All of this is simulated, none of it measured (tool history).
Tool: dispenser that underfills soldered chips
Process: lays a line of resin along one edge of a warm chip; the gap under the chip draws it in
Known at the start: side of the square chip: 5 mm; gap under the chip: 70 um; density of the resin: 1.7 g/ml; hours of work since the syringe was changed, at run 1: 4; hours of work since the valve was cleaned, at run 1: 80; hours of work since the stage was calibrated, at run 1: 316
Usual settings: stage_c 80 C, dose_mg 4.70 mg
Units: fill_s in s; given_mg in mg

| run | hour | stage_c | dose_mg | hours of work since the syringe was changed | hours of work since the valve was cleaned | hours of work since the stage was calibrated | fill_s | given_mg |
|---|---|---|---|---|---|---|---|---|
| 1 | 0.0 | 80 | 4.70 | 4 | 80 | 316 | 5.3 | 4.45 |
|  | 5.4 | new syringe of resin |
| 2 | 7.1 | 80 | 4.83 | 1 | 85 | 321 | 4.6 | 4.58 |
| 3 | 15.8 | 95 | 4.70 | 7 | 90 | 327 | 3.6 | 4.41 |
|  | 17.0 | new syringe of resin |
| 4 | 26.8 | 80 | 4.70 | 7 | 98 | 334 | 6.5 | 4.42 |
|  | 28.6 | new syringe of resin |
| 5 | 35.2 | 72 | 4.70 | 4 | 103 | 339 | 8.5 | 4.38 |
|  | 40.0 | new syringe of resin |
| 6 | 41.6 | 72 | 4.34 | 1 | 107 | 343 | 6.4 | 4.00 |
|  | 50.9 | new syringe of resin |
| 7 | 52.8 | 77 | 4.34 | 1 | 114 | 350 | 5.0 | 4.03 |
|  | 62.0 | new syringe of resin |
|  | 64.9 | dispensing valve cleaned and set on the balance |
| 8 | 66.5 | 77 | 4.34 | 2 | 1 | 359 | 5.5 | 4.32 |
|  | 74.6 | new syringe of resin |
| 9 | 78.0 | 77 | 4.34 | 2 | 9 | 366 | 5.7 | 4.38 |
| 10 | 83.9 | 90 | 4.55 | 6 | 13 | 370 | 4.5 | 4.52 |
|  | 85.7 | new syringe of resin |
| 11 | 91.3 | 69 | 5.14 | 4 | 17 | 375 | 8.7 | 5.09 |
|  | 96.6 | new syringe of resin |
| 12 | 102.5 | 75 | 4.87 | 4 | 25 | 382 | 7.3 | 4.79 |
|  | 107.9 | new syringe of resin |
| 13 | 110.3 | 86 | 4.05 | 2 | 30 | 387 | 3.8 | 3.98 |
|  | 119.4 | new syringe of resin |
| 14 | 120.6 | 92 | 4.43 | 1 | 36 | 394 | 2.6 | 4.32 |
|  | 130.5 | new syringe of resin |
| 15 | 131.7 | 92 | 4.43 | 1 | 43 | 401 | 2.8 | 4.30 |

Run 16 comes next. What will it give?
| 16 | 138.9 | 80 | 4.37 | 6 | 48 | 406 | ? | ? |

{"run 16": {"fill_s": 6.2, "given_mg": 4.21}}
Without the tool's hidden state the same run would have given fill_s 3.9 s, given_mg 4.34 mg.
